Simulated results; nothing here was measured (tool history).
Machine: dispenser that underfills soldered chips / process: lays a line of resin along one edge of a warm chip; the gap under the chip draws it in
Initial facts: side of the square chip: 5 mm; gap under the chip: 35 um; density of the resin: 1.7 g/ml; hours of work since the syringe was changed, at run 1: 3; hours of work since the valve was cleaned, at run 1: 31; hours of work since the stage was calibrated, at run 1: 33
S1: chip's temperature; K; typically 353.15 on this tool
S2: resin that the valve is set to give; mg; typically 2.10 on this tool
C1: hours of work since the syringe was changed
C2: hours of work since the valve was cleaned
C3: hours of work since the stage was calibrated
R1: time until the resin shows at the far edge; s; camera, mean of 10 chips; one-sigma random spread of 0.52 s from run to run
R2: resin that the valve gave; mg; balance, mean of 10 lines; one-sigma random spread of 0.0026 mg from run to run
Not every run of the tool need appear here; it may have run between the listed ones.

| run | day | S1 | S2 | C1 | C2 | C3 | R1 | R2 |
|---|---|---|---|---|---|---|---|---|
| 1 | 0.000 | 353.15 | 2.10 | 3 | 31 | 33 | 55.1 | 2.078 |
| 2 | 0.125 | 353.15 | 2.10 | 5 | 33 | 35 | 64.5 | 2.079 |
| 3 | 0.304 | 362.15 | 2.10 | 8 | 35 | 37 | 53.3 | 2.079 |
|  | 0.388 | new syringe of resin |
| 4 | 0.488 | 362.15 | 2.10 | 1 | 38 | 40 | 30.6 | 2.075 |
| 5 | 0.700 | 362.15 | 2.16 | 4 | 41 | 43 | 40.1 | 2.134 |
| 6 | 0.817 | 366.15 | 2.10 | 6 | 43 | 45 | 39.5 | 2.074 |
|  | 0.996 | new syringe of resin |
| 7 | 1.025 | 366.15 | 2.51 | 0 | 46 | 48 | 22.6 | 2.472 |
| 8 | 1.175 | 366.15 | 2.51 | 3 | 48 | 50 | 27.6 | 2.470 |
| 9 | 1.283 | 366.15 | 2.51 | 4 | 49 | 51 | 32.2 | 2.470 |
| 10 | 1.417 | 347.15 | 2.10 | 6 | 51 | 53 | 94.2 | 2.071 |
|  | 1.567 | dispensing valve cleaned and set on the balance |
|  | 1.650 | new syringe of resin |
| 11 | 1.658 | 353.15 | 2.10 | 0 | 1 | 56 | 41.9 | 2.100 |
| 12 | 1.829 | 353.15 | 2.10 | 3 | 4 | 59 | 51.4 | 2.096 |
| 13 | 2.012 | 348.15 | 1.96 | 5 | 6 | 61 | 83.8 | 1.954 |
| 14 | 2.196 | 342.15 | 2.42 | 8 | 9 | 64 | 137.0 | 2.412 |
|  | 2.258 | new syringe of resin |
| 15 | 2.308 | 342.15 | 2.42 | 1 | 10 | 65 | 73.6 | 2.411 |
| 16 | 2.492 | 353.15 | 2.34 | 3 | 13 | 68 | 54.6 | 2.329 |
| 17 | 2.696 | 361.15 | 1.91 | 6 | 16 | 71 | 49.6 | 1.899 |
|  | 2.871 | new syringe of resin |
| 18 | 2.871 | 352.15 | 1.83 | 0 | 18 | 73 | 45.2 | 1.816 |
| 19 | 3.004 | 339.15 | 2.44 | 2 | 20 | 75 | 92.5 | 2.422 |
| 20 | 3.133 | 339.15 | 2.05 | 4 | 22 | 77 | 113.5 | 2.037 |
| 21 | 3.279 | 339.15 | 2.05 | 6 | 24 | 79 | 133.4 | 2.029 |
| 22 | 3.400 | 345.15 | 2.10 | 8 | 26 | 81 | 114.5 | 2.084 |
|  | 3.483 | new syringe of resin |
| 23 | 3.583 | 348.15 | 2.56 | 1 | 29 | 83 | 58.7 | 2.539 |
| 24 | 3.767 | 342.15 | 1.90 | 4 | 31 | 86 | 103.8 | 1.881 |

Here are 4 independent what-if runs from the current tool condition. What would each one return?
| A | 3.946 | 342.15 | 1.93 | 7 | 34 | 89 | ? | ? |
| B | 3.946 | 366.15 | 2.43 | 7 | 34 | 89 | ? | ? |
| C | 3.946 | 367.15 | 2.19 | 7 | 34 | 89 | ? | ? |
| D | 3.946 | 353.15 | 1.88 | 7 | 34 | 89 | ? | ? |

| run | R1 | R2 |
|---|---|---|
| A | 129.7 | 1.910 |
| B | 40.0 | 2.404 |
| C | 38.3 | 2.162 |
| D | 75.8 | 1.856 |
Without the tool's hidden state the same runs would have given:
| run | R1 | R2 |
|---|---|---|
| A | 74.5 | 1.932 |
| B | 23.0 | 2.433 |
| C | 22.1 | 2.188 |
| D | 43.1 | 1.878 |
